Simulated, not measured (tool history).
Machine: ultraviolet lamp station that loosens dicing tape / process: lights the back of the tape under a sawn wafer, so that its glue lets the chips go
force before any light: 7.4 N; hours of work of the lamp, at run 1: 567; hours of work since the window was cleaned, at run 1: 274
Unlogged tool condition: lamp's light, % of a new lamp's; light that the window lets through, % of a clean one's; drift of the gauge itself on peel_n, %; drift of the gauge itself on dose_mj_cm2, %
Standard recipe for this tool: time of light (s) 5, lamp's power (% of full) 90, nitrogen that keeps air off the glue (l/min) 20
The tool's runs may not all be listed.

| run | day | time of light (s) | lamp's power (% of full) | nitrogen that keeps air off the glue (l/min) | hours of work of the lamp | hours of work since the window was cleaned | force that peels the tape off (N) | light that reached the tape (mJ/cm2) |
|---|---|---|---|---|---|---|---|---|
| 1 | 0 | 5 | 90 | 20 | 567 | 274 | 0.592 | 524 |
| 2 | 0.792 | 6 | 90 | 20 | 581 | 289 | 0.429 | 619 |
| 3 | 1.575 | 6 | 90 | 20 | 596 | 304 | 0.422 | 618 |
| 4 | 2.079 | 6 | 90 | 20 | 605 | 313 | 0.441 | 610 |
| 5 | 2.646 | 6 | 90 | 20 | 616 | 323 | 0.422 | 617 |
| 6 | 3.625 | 6 | 90 | 20 | 634 | 342 | 0.426 | 607 |
|  | 3.738 | window cleaned of glue's vapour |
| 7 | 4.654 | 5 | 90 | 17 | 653 | 17 | 0.73 | 483 |
| 8 | 5.5 | 5 | 90 | 17 | 668 | 33 | 0.739 | 484 |
| 9 | 6.379 | 4 | 62 | 19 | 685 | 49 | 1.729 | 264 |
| 10 | 6.829 | 4 | 62 | 19 | 693 | 57 | 1.738 | 259 |
| 11 | 7.579 | 4 | 62 | 19 | 707 | 71 | 1.748 | 260 |
| 12 | 8.412 | 4 | 62 | 10 | 722 | 87 | 2.422 | 262 |
| 13 | 9.271 | 5 | 97 | 7 | 738 | 103 | 1.234 | 505 |
|  | 9.571 | window cleaned of glue's vapour, once more |
| 14 | 9.954 | 5 | 97 | 7 | 750 | 7 | 0.957 | 585 |
| 15 | 10.408 | 3 | 90 | 20 | 759 | 16 | 1.305 | 320 |

Selected run-to-run steps in force that peels the tape off (N), each split into two signed amounts: the part the tool would show with no hidden state at all (from settings, incoming material and random variation), and the remainder, which goes to the hidden state together with any gauge scatter not common to the measured and the hidden-state-free results:
Run 8 -> 9: time of light (s) 5 -> 4, lamp's power (% of full) 90 -> 62, nitrogen that keeps air off the glue (l/min) 17 -> 19. force that peels the tape off (N) +0.99: hidden state +0.326, all else +0.664.
Run 12 -> 13: time of light (s) 4 -> 5, lamp's power (% of full) 62 -> 97, nitrogen that keeps air off the glue (l/min) 10 -> 7. force that peels the tape off (N) -1.188: hidden state -0.249, all else -0.939.
